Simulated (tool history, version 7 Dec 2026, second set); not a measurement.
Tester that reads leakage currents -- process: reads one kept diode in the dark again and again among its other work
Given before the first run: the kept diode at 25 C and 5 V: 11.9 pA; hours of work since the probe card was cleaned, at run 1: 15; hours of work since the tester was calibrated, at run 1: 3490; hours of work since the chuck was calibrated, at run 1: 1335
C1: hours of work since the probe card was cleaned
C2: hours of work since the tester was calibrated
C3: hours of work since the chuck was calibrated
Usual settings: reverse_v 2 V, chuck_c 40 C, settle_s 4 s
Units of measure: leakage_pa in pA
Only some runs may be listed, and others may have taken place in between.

Run 1, hour 0: usual settings; C1 15; C2 3490; C3 1335. Result: leakage_pa 24.37 pA.
Run 2, hour 124.2: usual settings but settle_s 1.07 s; C1 103; C2 3579; C3 1423. Result: leakage_pa 24.45 pA.
At hour 173.3: chuck's temperature calibrated.
Run 3, hour 241.7: usual settings but settle_s 1.07 s; C1 185; C2 3661; C3 49. Result: leakage_pa 24.43 pA.
Run 4, hour 415.5: usual settings but settle_s 0.58 s; C1 309; C2 3784; C3 172. Result: leakage_pa 24.7 pA.
Run 5, hour 560.2: usual settings but settle_s 0.58 s; C1 412; C2 3887; C3 275. Result: leakage_pa 24.74 pA.
Run 6, hour 751: usual settings but reverse_v 1.64 V, settle_s 3.38 s; C1 547; C2 4023; C3 411. Result: leakage_pa 21.8 pA.
Run 7, hour 968: usual settings but reverse_v 1.64 V, settle_s 3.38 s; C1 702; C2 4177; C3 565. Result: leakage_pa 21.59 pA.
Run 8, hour 1083.7: usual settings but reverse_v 2.92 V, chuck_c 59 C, settle_s 0.36 s; C1 784; C2 4259; C3 647. Result: leakage_pa 125.35 pA.
Run 9, hour 1270.7: usual settings but reverse_v 2.92 V, chuck_c 59 C, settle_s 5.54 s; C1 917; C2 4392; C3 780. Result: leakage_pa 123.76 pA.
Run 10, hour 1380.3: usual settings but reverse_v 2.92 V, chuck_c 59 C, settle_s 8.89 s; C1 995; C2 4470; C3 858. Result: leakage_pa 124.26 pA.

4 ways to go on from here, each from the tool as it stands after run 10. What would each give?
Run A, hour 1551: usual settings but reverse_v 4.79 V, settle_s 0.7 s; C1 1116; C2 4591; C3 979. Result: leakage_pa ?.
Run B, hour 1551: usual settings but reverse_v 1.98 V, chuck_c 54 C, settle_s 5.34 s; C1 1116; C2 4591; C3 979. Result: leakage_pa ?.
Run C, hour 1551: usual settings but settle_s 7.47 s; C1 1116; C2 4591; C3 979. Result: leakage_pa ?.
Run D, hour 1551: usual settings but settle_s 0.7 s; C1 1116; C2 4591; C3 979. Result: leakage_pa ?.

run  leakage_pa
  A       41.29
  B       69.52
  C       24.21
  D       24.64
Take away the tool's hidden state, keep each run's random variation, and the runs would have read:
run  leakage_pa
  A       41.28
  B       69.52
  C       24.21
  D       24.64
